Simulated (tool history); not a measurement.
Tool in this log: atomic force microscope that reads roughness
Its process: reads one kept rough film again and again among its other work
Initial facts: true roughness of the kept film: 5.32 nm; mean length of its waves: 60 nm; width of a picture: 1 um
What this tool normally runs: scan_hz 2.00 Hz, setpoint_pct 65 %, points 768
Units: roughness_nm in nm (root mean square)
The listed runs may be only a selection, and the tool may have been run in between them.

run 1 hour=0.0 | scan_hz=2.00 setpoint_pct=65 points=768 | roughness_nm=4.698
-- hour=23.2 new tip fitted
run 2 hour=27.6 | scan_hz=2.00 setpoint_pct=65 points=768 | roughness_nm=4.694
run 3 hour=46.0 | scan_hz=2.00 setpoint_pct=65 points=768 | roughness_nm=4.413
-- hour=55.4 new tip fitted
run 4 hour=61.5 | scan_hz=2.00 setpoint_pct=65 points=768 | roughness_nm=4.691
run 5 hour=77.2 | scan_hz=2.00 setpoint_pct=65 points=768 | roughness_nm=4.423
-- hour=85.6 new tip fitted
run 6 hour=110.0 | scan_hz=1.23 setpoint_pct=65 points=768 | roughness_nm=4.475
-- hour=115.7 new tip fitted
run 7 hour=132.9 | scan_hz=1.23 setpoint_pct=65 points=768 | roughness_nm=4.607
-- hour=145.9 new tip fitted
run 8 hour=151.5 | scan_hz=1.23 setpoint_pct=65 points=768 | roughness_nm=4.802
run 9 hour=165.0 | scan_hz=2.00 setpoint_pct=65 points=768 | roughness_nm=4.455
-- hour=176.9 new tip fitted
run 10 hour=186.3 | scan_hz=2.00 setpoint_pct=65 points=657 | roughness_nm=4.619
-- hour=207.9 new tip fitted
run 11 hour=213.9 | scan_hz=2.00 setpoint_pct=72 points=768 | roughness_nm=4.507
-- hour=239.2 new tip fitted
run 12 hour=240.3 | scan_hz=1.66 setpoint_pct=62 points=962 | roughness_nm=4.836
run 13 hour=259.8 | scan_hz=2.00 setpoint_pct=58 points=678 | roughness_nm=4.618

What will run 14 give?
-- hour=271.3 new tip fitted
run 14 hour=278.4 | scan_hz=2.00 setpoint_pct=56 points=449 | roughness_nm=?

roughness_nm: 4.802 nm (root mean square)
Without the tool's hidden state the same run would have given roughness_nm 4.902 nm (root mean square).

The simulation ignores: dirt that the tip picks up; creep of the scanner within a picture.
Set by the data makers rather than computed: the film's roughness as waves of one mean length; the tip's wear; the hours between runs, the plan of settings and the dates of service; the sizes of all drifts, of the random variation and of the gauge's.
